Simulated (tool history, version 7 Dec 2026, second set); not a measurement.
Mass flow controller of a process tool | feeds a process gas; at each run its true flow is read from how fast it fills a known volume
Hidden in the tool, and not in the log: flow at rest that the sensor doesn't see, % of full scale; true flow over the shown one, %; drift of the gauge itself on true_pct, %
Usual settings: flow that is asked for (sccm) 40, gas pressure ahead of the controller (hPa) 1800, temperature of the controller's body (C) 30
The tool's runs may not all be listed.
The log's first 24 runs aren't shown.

run	day	flow that is asked for (sccm)	gas pressure ahead of the controller (hPa)	temperature of the controller's body (C)	hours of work since the controller was set to zero	hours of work since the controller was changed	true flow (%)
25	178.988	40	1710	30	3778	3778	99.83
26	185.446	14	2100	22	3836	3836	99.40
27	192.504	14	2100	22	3899	3899	99.41
28	201.950	14	2100	22	3984	3984	99.27
29	210.358	14	2100	22	4059	4059	99.55
30	218.800	40	2050	39	4135	4135	100.57
31	225.579	32	1590	22	4195	4195	99.14
32	235.700	32	1590	22	4286	4286	99.18
33	245.817	10	1800	30	4376	4376	99.64
34	253.554	22	2000	33	4446	4446	100.05
35	259.479	22	2000	33	4499	4499	100.01
36	269.471	64	1830	22	4588	4588	99.55
37	277.383	64	1830	22	4659	4659	99.47
38	287.654	60	1800	30	4751	4751	100.06
39	294.388	60	1800	30	4811	4811	99.91
40	299.183	40	1800	30	4854	4854	99.78
41	304.379	36	1780	29	4901	4901	99.82
42	309.550	83	1800	22	4947	4947	99.67
43	316.083	83	1800	22	5005	5005	99.68
44	325.542	37	2380	22	5090	5090	99.62
45	330.679	37	2380	25	5136	5136	99.95
46	339.012	37	2380	25	5211	5211	99.79
47	347.117	37	2380	25	5283	5283	99.84

4 ways to go on from here, each from the tool as it stands after run 47. What would each give?
A	357.054	43	1660	29	5372	5372	?
B	357.054	41	1510	34	5372	5372	?
C	357.054	40	1800	30	5372	5372	?
D	357.054	40	1800	21	5372	5372	?

run	true flow (%)
A	99.75
B	99.86
C	99.83
D	99.31
Without the tool's hidden state the same runs would have given:
run	true flow (%)
A	99.77
B	99.88
C	99.86
D	99.33
